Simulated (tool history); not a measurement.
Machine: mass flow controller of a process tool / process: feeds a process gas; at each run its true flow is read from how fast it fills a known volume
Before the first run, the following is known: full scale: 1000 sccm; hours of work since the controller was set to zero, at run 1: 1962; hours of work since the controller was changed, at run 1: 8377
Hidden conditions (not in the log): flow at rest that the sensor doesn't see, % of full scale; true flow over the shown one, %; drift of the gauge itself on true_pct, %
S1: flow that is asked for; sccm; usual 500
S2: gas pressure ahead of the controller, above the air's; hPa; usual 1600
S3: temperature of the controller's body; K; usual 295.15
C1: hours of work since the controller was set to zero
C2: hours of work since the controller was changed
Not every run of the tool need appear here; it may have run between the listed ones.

Run 1, hour 0.0: usual settings; C1 1962; C2 8377. Result: true flow (%) 101.36.
Run 2, hour 228.1: usual settings; C1 2070; C2 8485. Result: true flow (%) 101.41.
Run 3, hour 539.0: usual settings; C1 2217; C2 8632. Result: true flow (%) 101.33.
Run 4, hour 780.3: usual settings; C1 2331; C2 8746. Result: true flow (%) 101.43.
Run 5, hour 1097.7: usual settings; C1 2481; C2 8896. Result: true flow (%) 101.38.
Run 6, hour 1360.8: usual settings; C1 2606; C2 9020. Result: true flow (%) 101.53.
At hour 1404.6: controller's zero set anew.
Run 7, hour 1912.6: usual settings; C1 240; C2 9281. Result: true flow (%) 101.66.
Run 8, hour 2288.1: usual settings; C1 418; C2 9459. Result: true flow (%) 101.82.
Run 9, hour 2717.7: usual settings but S1 334 sccm, S2 1590 hPa, S3 297.15 K; C1 621; C2 9662. Result: true flow (%) 102.08.
Run 10, hour 3153.7: usual settings but S1 519 sccm, S2 1930 hPa, S3 296.15 K; C1 828; C2 9868. Result: true flow (%) 101.98.
Run 11, hour 3655.4: usual settings but S2 2120 hPa; C1 1065; C2 10106. Result: true flow (%) 101.59.
Run 12, hour 4116.3: usual settings but S1 542 sccm, S2 2190 hPa, S3 309.15 K; C1 1283; C2 10324. Result: true flow (%) 103.18.
At hour 4399.1: controller's zero set anew, once more.
Run 13, hour 4422.0: usual settings but S1 433 sccm, S2 1420 hPa, S3 307.15 K; C1 11; C2 10468. Result: true flow (%) 103.07.
Run 14, hour 4817.7: usual settings but S1 282 sccm, S2 2780 hPa, S3 303.15 K; C1 198; C2 10656. Result: true flow (%) 101.60.
Run 15, hour 5230.4: usual settings but S1 380 sccm, S2 1760 hPa, S3 309.15 K; C1 393; C2 10851. Result: true flow (%) 103.10.

Here are 3 independent what-if runs from the current tool condition. What would each one return?
Run A, hour 5724.0: usual settings but S1 581 sccm, S2 1910 hPa, S3 309.15 K; C1 627; C2 11084. Result: true flow (%) ?.
Run B, hour 5724.0: usual settings but S1 122 sccm, S2 1440 hPa, S3 297.15 K; C1 627; C2 11084. Result: true flow (%) ?.
Run C, hour 5724.0: usual settings but S1 380 sccm, S2 1760 hPa, S3 297.15 K; C1 627; C2 11084. Result: true flow (%) ?.

run  true flow (%)
  A         103.13
  B         102.13
  C         101.85
With the hidden condition removed and each run's random variation left untouched, the same runs would have given:
run  true flow (%)
  A         100.83
  B          99.36
  C          99.47

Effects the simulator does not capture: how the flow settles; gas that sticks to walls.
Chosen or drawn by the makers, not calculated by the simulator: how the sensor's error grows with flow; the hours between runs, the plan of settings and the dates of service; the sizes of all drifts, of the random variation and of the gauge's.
